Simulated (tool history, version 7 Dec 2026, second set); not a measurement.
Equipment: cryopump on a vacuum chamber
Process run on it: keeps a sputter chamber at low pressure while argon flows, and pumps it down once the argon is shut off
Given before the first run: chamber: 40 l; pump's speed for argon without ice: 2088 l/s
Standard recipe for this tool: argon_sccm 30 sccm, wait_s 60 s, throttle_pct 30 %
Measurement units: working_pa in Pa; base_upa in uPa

run   hour  argon_sccm  wait_s  throttle_pct  working_pa  base_upa
  1      0          30      60            30      0.0862       1.4
  2   24.5          30      60            30      0.0861      1.43
  3   53.4          30      60            52      0.0533      1.41
  4   83.1          30      60            30      0.0858      1.45
  5  105.2          30      39            30      0.0868      1.97
  6  126.9          30      60            30      0.0868      1.49
  7    150          30      60            30      0.0877      1.54
  8  179.1          30      60            30      0.0871      1.55
  9  200.1          30      60            30      0.0871      1.62
 10  226.3          42      60            30      0.1225       1.6
 11  243.9          30      34            30      0.0872      2.23
 12  267.5          30      34            30      0.0873      2.24
 13  293.8          30      34            30      0.0885      2.33
 14  310.1          30      34            30      0.0887      2.33
 15  344.8          30      34            30      0.0889      2.31
     375.8  -- pump warmed up, emptied and cooled again
 16  375.8          30      34            26      0.0941      2.14
 17  393.2          19     145            30      0.0513      1.15
 18  424.8          19     145            30      0.0505      1.11
 19  439.6          15     143            21      0.0576      1.13
 20  458.3          15     143            21      0.0583      1.19
 21  484.8          15     141            53      0.0231       1.2
 22  510.8          43      71            30      0.1169      1.52
 23  527.3          43      71            30      0.1181      1.54
 24  557.9          43      71            30      0.1172      1.54
 25  582.5          19      63            16       0.097      1.71
 26  604.1          19      63            16      0.0973      1.77
 27    619          30      34            30      0.0816      2.48
 28  654.4          36      60            33       0.091      1.83
 29  673.4          30     177            30      0.0824      1.32

3 ways to go on from here, each from the tool as it stands after run 29. What would each give?
  A  696.8          17     100            19           ?         ?
  B  696.8          37      60            16           ?         ?
  C  696.8          40      42            49           ?         ?

run  working_pa  base_upa
  A      0.0728      1.52
  B      0.1889      1.84
  C      0.0674      2.17
Had the tool no hidden state, the same runs would have come out as:
run  working_pa  base_upa
  A      0.0719      0.59
  B      0.1869       0.9
  C      0.0653      1.22
